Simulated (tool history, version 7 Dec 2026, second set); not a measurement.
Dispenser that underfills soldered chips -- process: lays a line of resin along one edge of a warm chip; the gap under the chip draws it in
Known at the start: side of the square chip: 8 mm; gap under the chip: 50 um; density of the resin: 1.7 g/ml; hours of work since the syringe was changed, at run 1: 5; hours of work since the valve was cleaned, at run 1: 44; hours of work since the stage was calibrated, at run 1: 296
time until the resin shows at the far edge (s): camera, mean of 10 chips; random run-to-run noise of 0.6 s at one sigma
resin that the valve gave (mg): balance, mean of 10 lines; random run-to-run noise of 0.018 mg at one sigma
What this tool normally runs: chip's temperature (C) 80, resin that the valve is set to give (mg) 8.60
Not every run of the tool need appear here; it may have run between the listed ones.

| run | hour | chip's temperature (C) | resin that the valve is set to give (mg) | hours of work since the syringe was changed | hours of work since the valve was cleaned | hours of work since the stage was calibrated | time until the resin shows at the far edge (s) | resin that the valve gave (mg) |
|---|---|---|---|---|---|---|---|---|
| 1 | 0.0 | 80 | 8.60 | 5 | 44 | 296 | 72.8 | 8.44 |
|  | 1.0 | new syringe of resin |
|  | 9.7 | new syringe of resin |
| 2 | 13.1 | 80 | 8.60 | 3 | 54 | 306 | 60.0 | 8.39 |
|  | 18.5 | new syringe of resin |
| 3 | 21.8 | 80 | 8.60 | 3 | 60 | 313 | 57.6 | 8.37 |
|  | 26.5 | new syringe of resin |
|  | 34.9 | dispensing valve cleaned and set on the balance |
|  | 36.0 | new syringe of resin |
| 4 | 37.7 | 79 | 8.60 | 1 | 2 | 324 | 57.0 | 8.59 |
|  | 44.3 | new syringe of resin |
| 5 | 45.3 | 79 | 8.60 | 1 | 8 | 330 | 51.4 | 8.58 |
|  | 52.9 | new syringe of resin |
| 6 | 53.9 | 79 | 8.60 | 1 | 14 | 336 | 52.7 | 8.57 |
|  | 61.5 | new syringe of resin |
| 7 | 66.8 | 79 | 8.60 | 4 | 24 | 346 | 70.7 | 8.57 |
|  | 69.6 | new syringe of resin |
| 8 | 74.7 | 80 | 8.60 | 4 | 30 | 352 | 66.0 | 8.49 |
|  | 77.6 | new syringe of resin |
|  | 85.6 | new syringe of resin |
| 9 | 89.2 | 80 | 8.60 | 3 | 41 | 363 | 58.8 | 8.44 |
|  | 94.0 | new syringe of resin |
| 10 | 99.9 | 80 | 9.73 | 5 | 50 | 372 | 66.9 | 9.59 |
|  | 102.5 | new syringe of resin |
| 11 | 109.8 | 84 | 10.23 | 6 | 57 | 379 | 61.9 | 9.99 |
|  | 111.0 | new syringe of resin |
|  | 119.1 | new syringe of resin |
| 12 | 125.1 | 84 | 10.23 | 5 | 69 | 391 | 56.6 | 9.97 |
|  | 127.1 | new syringe of resin |
|  | 128.1 | dispensing valve cleaned and set on the balance |
|  | 136.0 | new syringe of resin |
| 13 | 136.6 | 76 | 10.74 | 1 | 7 | 399 | 57.4 | 10.68 |
|  | 144.5 | new syringe of resin |
| 14 | 145.2 | 88 | 8.72 | 1 | 13 | 405 | 34.3 | 8.67 |
|  | 153.4 | new syringe of resin |
| 15 | 160.0 | 92 | 8.70 | 5 | 25 | 417 | 40.5 | 8.62 |
|  | 161.3 | new syringe of resin |
|  | 169.9 | new syringe of resin |
| 16 | 170.1 | 93 | 8.46 | 0 | 32 | 424 | 24.8 | 8.35 |
|  | 178.3 | new syringe of resin |
| 17 | 183.4 | 80 | 10.08 | 4 | 42 | 435 | 63.0 | 9.90 |
|  | 186.8 | new syringe of resin |
| 18 | 190.5 | 76 | 8.24 | 3 | 48 | 440 | 69.4 | 8.09 |
|  | 195.3 | new syringe of resin |
| 19 | 200.7 | 94 | 7.89 | 4 | 56 | 448 | 35.1 | 7.74 |

Pick out some run-to-run changes in time until the resin shows at the far edge (s). Of each, how much would a tool without hidden state show as well, from the settings, what came in and chance, and how much is left for the hidden state and any gauge scatter not in both results compared?
What the log doesn't record here: resin's viscosity, % of fresh resin's; dose that the valve gives, % of what is set; true chip temperature over the reading, C; drift of the gauge itself on fill_s, %; drift of the gauge itself on given_mg, %.
Run 12 -> 13: chip's temperature (C) 84 -> 76, resin that the valve is set to give (mg) 10.23 -> 10.74, new syringe of resin, dispensing valve cleaned and set on the balance, new syringe of resin. time until the resin shows at the far edge (s) +0.8: hidden state -18.6, all else +19.4.
Run 16 -> 17: chip's temperature (C) 93 -> 80, resin that the valve is set to give (mg) 8.46 -> 10.08, new syringe of resin. time until the resin shows at the far edge (s) +38.2: hidden state +14.9, all else +23.3.

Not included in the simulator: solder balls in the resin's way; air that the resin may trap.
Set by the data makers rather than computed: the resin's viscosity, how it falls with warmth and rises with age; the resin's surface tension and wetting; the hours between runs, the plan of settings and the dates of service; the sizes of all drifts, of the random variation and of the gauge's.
